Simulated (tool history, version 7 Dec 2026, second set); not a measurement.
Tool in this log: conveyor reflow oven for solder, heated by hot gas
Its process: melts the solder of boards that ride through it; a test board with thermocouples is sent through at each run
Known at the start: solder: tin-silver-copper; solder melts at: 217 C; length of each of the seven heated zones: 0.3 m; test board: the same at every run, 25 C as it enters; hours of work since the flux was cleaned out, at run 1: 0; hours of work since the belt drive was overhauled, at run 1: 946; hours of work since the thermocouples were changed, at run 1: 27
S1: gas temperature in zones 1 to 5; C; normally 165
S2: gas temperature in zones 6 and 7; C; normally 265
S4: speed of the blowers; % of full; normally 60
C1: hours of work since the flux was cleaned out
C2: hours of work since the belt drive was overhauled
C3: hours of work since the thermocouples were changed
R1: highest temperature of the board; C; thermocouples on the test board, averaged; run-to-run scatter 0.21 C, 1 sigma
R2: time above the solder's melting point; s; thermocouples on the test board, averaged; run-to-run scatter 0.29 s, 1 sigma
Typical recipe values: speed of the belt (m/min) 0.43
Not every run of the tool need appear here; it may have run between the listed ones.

run 1 hour=0 | S1=165 S2=265 speed_of_the_belt_(m/min)=0.43 S4=60 | C1=0 C2=946 C3=27 | R1=241 R2=47.1
run 2 hour=30.2 | S1=165 S2=265 speed_of_the_belt_(m/min)=0.43 S4=60 | C1=22 C2=969 C3=49 | R1=241.3 R2=46.5
run 3 hour=50.7 | S1=165 S2=265 speed_of_the_belt_(m/min)=0.43 S4=60 | C1=37 C2=983 C3=64 | R1=241.1 R2=47
run 4 hour=72.3 | S1=165 S2=265 speed_of_the_belt_(m/min)=0.374 S4=60 | C1=53 C2=999 C3=80 | R1=246.3 R2=62.1
run 5 hour=97.1 | S1=165 S2=265 speed_of_the_belt_(m/min)=0.43 S4=60 | C1=71 C2=1017 C3=98 | R1=241.6 R2=46.7
run 6 hour=128.1 | S1=165 S2=265 speed_of_the_belt_(m/min)=0.43 S4=60 | C1=94 C2=1040 C3=121 | R1=241.3 R2=47.2
run 7 hour=157.2 | S1=163 S2=255 speed_of_the_belt_(m/min)=0.43 S4=60 | C1=115 C2=1061 C3=142 | R1=232.6 R2=35
run 8 hour=192 | S1=163 S2=255 speed_of_the_belt_(m/min)=0.43 S4=60 | C1=141 C2=1087 C3=167 | R1=233 R2=35.1
run 9 hour=221 | S1=163 S2=267 speed_of_the_belt_(m/min)=0.518 S4=60 | C1=162 C2=1108 C3=189 | R1=234.3 R2=28.2
run 10 hour=239.4 | S1=163 S2=266 speed_of_the_belt_(m/min)=0.456 S4=60 | C1=175 C2=1122 C3=202 | R1=238.8 R2=40.6
run 11 hour=256.7 | S1=163 S2=266 speed_of_the_belt_(m/min)=0.456 S4=60 | C1=188 C2=1134 C3=215 | R1=239.2 R2=40.5
run 12 hour=273.1 | S1=163 S2=265 speed_of_the_belt_(m/min)=0.459 S4=73 | C1=200 C2=1146 C3=227 | R1=243.4 R2=45.9

5 options for the next run, each taken on its own from the tool as it stands now. Forecast them:
-- hour=304.9 flux residue cleaned out of gas plates and filters
run A hour=309.9 | S1=165 S2=264 speed_of_the_belt_(m/min)=0.408 S4=58 | C1=4 C2=1170 C3=250 | R1=? R2=?
-- hour=304.9 flux residue cleaned out of gas plates and filters
run B hour=309.9 | S1=164 S2=265 speed_of_the_belt_(m/min)=0.43 S4=60 | C1=4 C2=1170 C3=250 | R1=? R2=?
-- hour=304.9 flux residue cleaned out of gas plates and filters
run C hour=309.9 | S1=180 S2=265 speed_of_the_belt_(m/min)=0.43 S4=81 | C1=4 C2=1170 C3=250 | R1=? R2=?
-- hour=304.9 flux residue cleaned out of gas plates and filters
run D hour=309.9 | S1=155 S2=265 speed_of_the_belt_(m/min)=0.459 S4=52 | C1=4 C2=1170 C3=250 | R1=? R2=?
-- hour=304.9 flux residue cleaned out of gas plates and filters
run E hour=309.9 | S1=166 S2=265 speed_of_the_belt_(m/min)=0.391 S4=90 | C1=4 C2=1170 C3=250 | R1=? R2=?

run=A R1=241.8 R2=50.1
run=B R1=241.4 R2=46.5
run=C R1=251.2 R2=64.5
run=D R1=231.5 R2=27.4
run=E R1=253.6 R2=69
Had the tool no hidden state, the same runs would have come out as:
run=A R1=241.7 R2=49.9
run=B R1=241.3 R2=46.4
run=C R1=251.1 R2=64.4
run=D R1=231.4 R2=27.3
run=E R1=253.5 R2=68.8
